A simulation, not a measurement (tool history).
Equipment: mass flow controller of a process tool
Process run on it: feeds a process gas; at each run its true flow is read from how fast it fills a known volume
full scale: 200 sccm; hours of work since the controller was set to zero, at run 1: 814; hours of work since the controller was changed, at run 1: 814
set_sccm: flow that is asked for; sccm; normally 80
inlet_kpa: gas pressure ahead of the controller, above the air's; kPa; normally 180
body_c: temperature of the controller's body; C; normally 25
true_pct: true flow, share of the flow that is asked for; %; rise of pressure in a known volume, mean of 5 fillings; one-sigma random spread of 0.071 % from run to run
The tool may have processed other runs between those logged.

| run | hour | set_sccm | inlet_kpa | body_c | hours of work since the controller was set to zero | hours of work since the controller was changed | true_pct |
|---|---|---|---|---|---|---|---|
| 1 | 0 | 80 | 180 | 25 | 814 | 814 | 99.95 |
| 2 | 254.1 | 80 | 180 | 25 | 937 | 937 | 99.92 |
| 3 | 517.5 | 29 | 180 | 25 | 1064 | 1064 | 100.82 |
| 4 | 847.1 | 29 | 180 | 25 | 1223 | 1223 | 100.95 |
| 5 | 1287.3 | 80 | 222 | 25 | 1436 | 1436 | 99.63 |
| 6 | 1542.1 | 80 | 222 | 25 | 1559 | 1559 | 99.46 |
| 7 | 1868 | 80 | 180 | 25 | 1716 | 1716 | 99.7 |
| 8 | 2250 | 80 | 180 | 25 | 1901 | 1901 | 99.75 |
| 9 | 2657.9 | 80 | 180 | 25 | 2098 | 2098 | 99.72 |
| 10 | 2977.1 | 59 | 180 | 25 | 2252 | 2252 | 100.15 |
| 11 | 3260.4 | 154 | 180 | 25 | 2389 | 2389 | 99.18 |
| 12 | 3540.1 | 80 | 180 | 25 | 2524 | 2524 | 99.59 |
| 13 | 3914.2 | 80 | 180 | 25 | 2705 | 2705 | 99.69 |
| 14 | 4276.6 | 80 | 180 | 25 | 2880 | 2880 | 99.74 |
| 15 | 4721.7 | 80 | 180 | 25 | 3095 | 3095 | 99.67 |
| 16 | 5036.5 | 166 | 180 | 25 | 3247 | 3247 | 98.81 |
| 17 | 5496.1 | 166 | 180 | 25 | 3469 | 3469 | 98.85 |
| 18 | 6019.4 | 166 | 180 | 25 | 3722 | 3722 | 98.64 |
| 19 | 6497.6 | 25 | 158 | 38 | 3953 | 3953 | 104.69 |
| 20 | 6935.6 | 54 | 236 | 25 | 4165 | 4165 | 100.47 |
| 21 | 7386.5 | 121 | 172 | 24 | 4382 | 4382 | 98.78 |
| 22 | 7603.8 | 121 | 172 | 24 | 4487 | 4487 | 98.8 |
|  | 7631.2 | controller's zero set anew |
| 23 | 7857.6 | 121 | 172 | 24 | 109 | 4610 | 97.35 |
| 24 | 8301.7 | 121 | 172 | 24 | 324 | 4824 | 97.12 |
| 25 | 8670.9 | 162 | 166 | 25 | 502 | 5003 | 97.23 |
| 26 | 9149.4 | 129 | 272 | 25 | 734 | 5234 | 96.68 |
| 27 | 9405.8 | 129 | 168 | 30 | 857 | 5358 | 97.17 |
| 28 | 9623.3 | 117 | 180 | 25 | 962 | 5463 | 97.01 |
| 29 | 10093.7 | 117 | 180 | 25 | 1190 | 5690 | 96.94 |
| 30 | 10421.3 | 80 | 261 | 26 | 1348 | 5849 | 96.8 |
| 31 | 10755.5 | 21 | 193 | 37 | 1510 | 6010 | 99.6 |

Below, each run's measurement less what the same run would have read without the hidden state. Both values contain the same run-to-run variation, but the gauge's scatter may not be the same in both:
The hidden state here: flow at rest that the sensor doesn't see, % of full scale; true flow over the shown one, %; drift of the gauge itself on true_pct, %.
| run | true_pct |
|---|---|
| 1 | -0.03 |
| 2 | -0.05 |
| 3 | +1.07 |
| 4 | +1.2 |
| 5 | -0.06 |
| 6 | -0.06 |
| 7 | -0.07 |
| 8 | -0.09 |
| 9 | -0.11 |
| 10 | +0.32 |
| 11 | -0.79 |
| 12 | -0.17 |
| 13 | -0.17 |
| 14 | -0.2 |
| 15 | -0.2 |
| 16 | -1.12 |
| 17 | -1.2 |
| 18 | -1.3 |
| 19 | +4.5 |
| 20 | +0.81 |
| 21 | -1.1 |
| 22 | -1.12 |
| 23 | -2.74 |
| 24 | -2.81 |
| 25 | -2.89 |
| 26 | -2.92 |
| 27 | -2.95 |
| 28 | -2.94 |
| 29 | -2.98 |
| 30 | -2.76 |
| 31 | -0.28 |
